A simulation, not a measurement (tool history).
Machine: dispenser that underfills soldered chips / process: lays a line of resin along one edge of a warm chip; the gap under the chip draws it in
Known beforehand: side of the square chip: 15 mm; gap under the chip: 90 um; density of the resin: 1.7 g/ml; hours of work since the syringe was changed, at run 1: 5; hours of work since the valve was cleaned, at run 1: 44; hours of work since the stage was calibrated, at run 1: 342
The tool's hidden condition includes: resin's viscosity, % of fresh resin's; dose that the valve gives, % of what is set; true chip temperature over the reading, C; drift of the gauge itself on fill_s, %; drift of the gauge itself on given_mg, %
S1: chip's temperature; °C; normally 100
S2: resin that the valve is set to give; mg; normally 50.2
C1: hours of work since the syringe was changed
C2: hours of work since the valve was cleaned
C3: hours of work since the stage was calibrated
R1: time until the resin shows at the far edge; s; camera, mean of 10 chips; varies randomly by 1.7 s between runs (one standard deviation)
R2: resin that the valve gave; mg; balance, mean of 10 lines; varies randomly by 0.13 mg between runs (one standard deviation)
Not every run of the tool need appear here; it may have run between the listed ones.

{"run": 1, "hour": 0.0, "S1": 100, "S2": 50.2, "C1": 5, "C2": 44, "C3": 342, "R1": 211.8, "R2": 49.16}
{"hour": 5.9, "done": "new syringe of resin"}
{"run": 2, "hour": 10.1, "S1": 86, "S2": 50.2, "C1": 3, "C2": 51, "C3": 349, "R1": 308.1, "R2": 49.15}
{"run": 3, "hour": 17.7, "S1": 100, "S2": 50.2, "C1": 8, "C2": 56, "C3": 354, "R1": 244, "R2": 48.87}
{"hour": 19.0, "done": "new syringe of resin"}
{"run": 4, "hour": 23.5, "S1": 90, "S2": 50.2, "C1": 3, "C2": 60, "C3": 358, "R1": 260.3, "R2": 48.69}
{"hour": 32.6, "done": "new syringe of resin"}
{"run": 5, "hour": 33.9, "S1": 90, "S2": 50.2, "C1": 1, "C2": 68, "C3": 365, "R1": 232.4, "R2": 48.58}
{"run": 6, "hour": 44.6, "S1": 90, "S2": 50.2, "C1": 8, "C2": 75, "C3": 373, "R1": 349.3, "R2": 48.58}
{"hour": 45.8, "done": "new syringe of resin"}
{"run": 7, "hour": 56.5, "S1": 91, "S2": 50.2, "C1": 8, "C2": 83, "C3": 381, "R1": 327.5, "R2": 48.44}
{"hour": 59.8, "done": "new syringe of resin"}
{"hour": 64.4, "done": "dispensing valve cleaned and set on the balance"}
{"run": 8, "hour": 69.7, "S1": 100, "S2": 50.2, "C1": 6, "C2": 4, "C3": 390, "R1": 216.2, "R2": 49.95}
{"hour": 74.0, "done": "new syringe of resin"}
{"run": 9, "hour": 79.3, "S1": 100, "S2": 46, "C1": 4, "C2": 10, "C3": 396, "R1": 191.5, "R2": 45.71}
{"hour": 87.6, "done": "new syringe of resin"}
{"run": 10, "hour": 88.4, "S1": 100, "S2": 46, "C1": 1, "C2": 17, "C3": 403, "R1": 160.1, "R2": 45.51}
{"run": 11, "hour": 99.5, "S1": 100, "S2": 46, "C1": 8, "C2": 24, "C3": 410, "R1": 243, "R2": 45.31}
{"hour": 101.0, "done": "stage's temperature calibrated"}
{"hour": 102.0, "done": "new syringe of resin"}
{"run": 12, "hour": 106.6, "S1": 100, "S2": 46, "C1": 3, "C2": 29, "C3": 4, "R1": 210.9, "R2": 45.19}
{"hour": 115.3, "done": "new syringe of resin"}
{"run": 13, "hour": 118.8, "S1": 100, "S2": 46, "C1": 3, "C2": 37, "C3": 12, "R1": 197.9, "R2": 45.09}
{"hour": 129.0, "done": "new syringe of resin"}
{"run": 14, "hour": 130.3, "S1": 87, "S2": 50.2, "C1": 1, "C2": 45, "C3": 20, "R1": 292.6, "R2": 49.07}
{"run": 15, "hour": 138.0, "S1": 87, "S2": 50.2, "C1": 6, "C2": 50, "C3": 26, "R1": 392.5, "R2": 48.66}
{"hour": 142.3, "done": "new syringe of resin"}
{"run": 16, "hour": 149.0, "S1": 87, "S2": 50.2, "C1": 5, "C2": 58, "C3": 33, "R1": 347.9, "R2": 48.85}
{"hour": 155.9, "done": "new syringe of resin"}
{"run": 17, "hour": 161.2, "S1": 87, "S2": 50.2, "C1": 4, "C2": 66, "C3": 42, "R1": 337.4, "R2": 48.6}
{"hour": 169.2, "done": "new syringe of resin"}
{"run": 18, "hour": 169.4, "S1": 113, "S2": 50.2, "C1": 0, "C2": 72, "C3": 47, "R1": 106.1, "R2": 48.4}
{"run": 19, "hour": 178.6, "S1": 91, "S2": 45, "C1": 7, "C2": 79, "C3": 54, "R1": 330.5, "R2": 43.21}
{"hour": 182.6, "done": "new syringe of resin"}
{"run": 20, "hour": 186.5, "S1": 109, "S2": 63.5, "C1": 3, "C2": 84, "C3": 59, "R1": 140.3, "R2": 61.1}
{"hour": 192.2, "done": "dispensing valve cleaned and set on the balance"}
{"run": 21, "hour": 193.9, "S1": 115, "S2": 50.2, "C1": 7, "C2": 1, "C3": 64, "R1": 147.5, "R2": 50.25}
{"hour": 196.7, "done": "new syringe of resin"}
{"run": 22, "hour": 202.5, "S1": 115, "S2": 52.5, "C1": 4, "C2": 7, "C3": 70, "R1": 124.1, "R2": 52.4}
{"run": 23, "hour": 208.6, "S1": 110, "S2": 64.1, "C1": 8, "C2": 11, "C3": 74, "R1": 180.1, "R2": 63.95}
{"hour": 210.5, "done": "new syringe of resin"}
{"run": 24, "hour": 216.0, "S1": 104, "S2": 64.1, "C1": 4, "C2": 16, "C3": 79, "R1": 169.3, "R2": 63.78}
{"run": 25, "hour": 221.7, "S1": 93, "S2": 53.8, "C1": 8, "C2": 20, "C3": 83, "R1": 317.1, "R2": 53.41}
{"hour": 224.1, "done": "new syringe of resin"}
{"run": 26, "hour": 228.0, "S1": 93, "S2": 53.8, "C1": 3, "C2": 25, "C3": 87, "R1": 240.3, "R2": 53.22}
{"hour": 238.1, "done": "new syringe of resin"}
{"run": 27, "hour": 238.1, "S1": 115, "S2": 54.5, "C1": 0, "C2": 32, "C3": 94, "R1": 97.2, "R2": 53.75}
{"run": 28, "hour": 249.8, "S1": 96, "S2": 45.7, "C1": 8, "C2": 40, "C3": 102, "R1": 309.9, "R2": 44.86}

For each entry between runs, how does the tool's hidden state at the last listed run before it compare with that at the first listed run after it?
Run 1 -> run 2: new syringe of resin (hour 5.9)
  resin's viscosity, % of fresh resin's: 136.6 -> 119.8; dose that the valve gives, % of what is set: 97.95 -> 97.62; true chip temperature over the reading, C: 1.86 -> 1.9
  measured minus no-state result, R1: +47 -> +33 s; R2: -1.03 -> -1.2 mg
Run 3 -> run 4: new syringe of resin (hour 19)
  resin's viscosity, % of fresh resin's: 161.3 -> 120; dose that the valve gives, % of what is set: 97.4 -> 97.22; true chip temperature over the reading, C: 1.93 -> 1.95
  measured minus no-state result, R1: +83 -> +28.3 s; R2: -1.31 -> -1.4 mg
Run 4 -> run 5: new syringe of resin (hour 32.6)
  resin's viscosity, % of fresh resin's: 120 -> 105.5; dose that the valve gives, % of what is set: 97.22 -> 96.89; true chip temperature over the reading, C: 1.95 -> 1.99
  measured minus no-state result, R1: +28.3 -> -3.4 s; R2: -1.4 -> -1.56 mg
Run 6 -> run 7: new syringe of resin (hour 45.8)
  resin's viscosity, % of fresh resin's: 160.2 -> 154.1; dose that the valve gives, % of what is set: 96.56 -> 96.21; true chip temperature over the reading, C: 2.03 -> 2.07
  measured minus no-state result, R1: +115.7 -> +99.9 s; R2: -1.72 -> -1.91 mg
Run 7 -> run 8: new syringe of resin (hour 59.8); dispensing valve cleaned and set on the balance (hour 64.4)
  resin's viscosity, % of fresh resin's: 154.1 -> 145.3; dose that the valve gives, % of what is set: 96.21 -> 99.56; true chip temperature over the reading, C: 2.07 -> 2.12
  measured minus no-state result, R1: +99.9 -> +55.9 s; R2: -1.91 -> -0.22 mg
Run 8 -> run 9: new syringe of resin (hour 74)
  resin's viscosity, % of fresh resin's: 145.3 -> 124.1; dose that the valve gives, % of what is set: 99.56 -> 99.25; true chip temperature over the reading, C: 2.12 -> 2.16
  measured minus no-state result, R1: +55.9 -> +25.4 s; R2: -0.22 -> -0.34 mg
Run 9 -> run 10: new syringe of resin (hour 87.6)
  resin's viscosity, % of fresh resin's: 124.1 -> 102.1; dose that the valve gives, % of what is set: 99.25 -> 98.99; true chip temperature over the reading, C: 2.16 -> 2.19
  measured minus no-state result, R1: +25.4 -> -8.8 s; R2: -0.34 -> -0.46 mg
Run 11 -> run 12: stage's temperature calibrated (hour 101); new syringe of resin (hour 102)
  resin's viscosity, % of fresh resin's: 157.8 -> 120.4; dose that the valve gives, % of what is set: 98.62 -> 98.46; true chip temperature over the reading, C: 2.23 -> -0.43
  measured minus no-state result, R1: +77.2 -> +39.1 s; R2: -0.63 -> -0.7 mg
Run 12 -> run 13: new syringe of resin (hour 115.3)
  resin's viscosity, % of fresh resin's: 120.4 -> 115.4; dose that the valve gives, % of what is set: 98.46 -> 98.09; true chip temperature over the reading, C: -0.43 -> -0.38
  measured minus no-state result, R1: +39.1 -> +29.5 s; R2: -0.7 -> -0.88 mg
Run 13 -> run 14: new syringe of resin (hour 129)
  resin's viscosity, % of fresh resin's: 115.4 -> 108; dose that the valve gives, % of what is set: 98.09 -> 97.72; true chip temperature over the reading, C: -0.38 -> -0.34
  measured minus no-state result, R1: +29.5 -> +26.4 s; R2: -0.88 -> -1.15 mg
Run 15 -> run 16: new syringe of resin (hour 142.3)
  resin's viscosity, % of fresh resin's: 146.3 -> 130.5; dose that the valve gives, % of what is set: 97.49 -> 97.14; true chip temperature over the reading, C: -0.31 -> -0.26
  measured minus no-state result, R1: +128.5 -> +85.3 s; R2: -1.26 -> -1.43 mg
Run 16 -> run 17: new syringe of resin (hour 155.9)
  resin's viscosity, % of fresh resin's: 130.5 -> 124.3; dose that the valve gives, % of what is set: 97.14 -> 96.79; true chip temperature over the reading, C: -0.26 -> -0.21
  measured minus no-state result, R1: +85.3 -> +69.9 s; R2: -1.43 -> -1.61 mg
Run 17 -> run 18: new syringe of resin (hour 169.2)
  resin's viscosity, % of fresh resin's: 124.3 -> 98.6; dose that the valve gives, % of what is set: 96.79 -> 96.55; true chip temperature over the reading, C: -0.21 -> -0.18
  measured minus no-state result, R1: +69.9 -> -0.1 s; R2: -1.61 -> -1.73 mg
Run 19 -> run 20: new syringe of resin (hour 182.6)
  resin's viscosity, % of fresh resin's: 141.4 -> 116.7; dose that the valve gives, % of what is set: 96.25 -> 96.01; true chip temperature over the reading, C: -0.15 -> -0.12
  measured minus no-state result, R1: +100.9 -> +20.8 s; R2: -1.69 -> -2.54 mg
Run 20 -> run 21: dispensing valve cleaned and set on the balance (hour 192.2)
  resin's viscosity, % of fresh resin's: 116.7 -> 150.3; dose that the valve gives, % of what is set: 96.01 -> 100.13; true chip temperature over the reading, C: -0.12 -> -0.09
  measured minus no-state result, R1: +20.8 -> +49.7 s; R2: -2.54 -> +0.07 mg
Run 21 -> run 22: new syringe of resin (hour 196.7)
  resin's viscosity, % of fresh resin's: 150.3 -> 125.1; dose that the valve gives, % of what is set: 100.13 -> 99.84; true chip temperature over the reading, C: -0.09 -> -0.06
  measured minus no-state result, R1: +49.7 -> +25.1 s; R2: +0.07 -> -0.08 mg
Run 23 -> run 24: new syringe of resin (hour 210.5)
  resin's viscosity, % of fresh resin's: 158.9 -> 120.8; dose that the valve gives, % of what is set: 99.64 -> 99.4; true chip temperature over the reading, C: -0.04 -> -0.01
  measured minus no-state result, R1: +66.8 -> +29.2 s; R2: -0.23 -> -0.38 mg
Run 25 -> run 26: new syringe of resin (hour 224.1)
  resin's viscosity, % of fresh resin's: 150.9 -> 115.3; dose that the valve gives, % of what is set: 99.22 -> 99.01; true chip temperature over the reading, C: 0.01 -> 0.04
  measured minus no-state result, R1: +107.1 -> +32 s; R2: -0.42 -> -0.53 mg
Run 26 -> run 27: new syringe of resin (hour 238.1)
  resin's viscosity, % of fresh resin's: 115.3 -> 100.5; dose that the valve gives, % of what is set: 99.01 -> 98.68; true chip temperature over the reading, C: 0.04 -> 0.08
  measured minus no-state result, R1: +32 -> +0.4 s; R2: -0.53 -> -0.71 mg

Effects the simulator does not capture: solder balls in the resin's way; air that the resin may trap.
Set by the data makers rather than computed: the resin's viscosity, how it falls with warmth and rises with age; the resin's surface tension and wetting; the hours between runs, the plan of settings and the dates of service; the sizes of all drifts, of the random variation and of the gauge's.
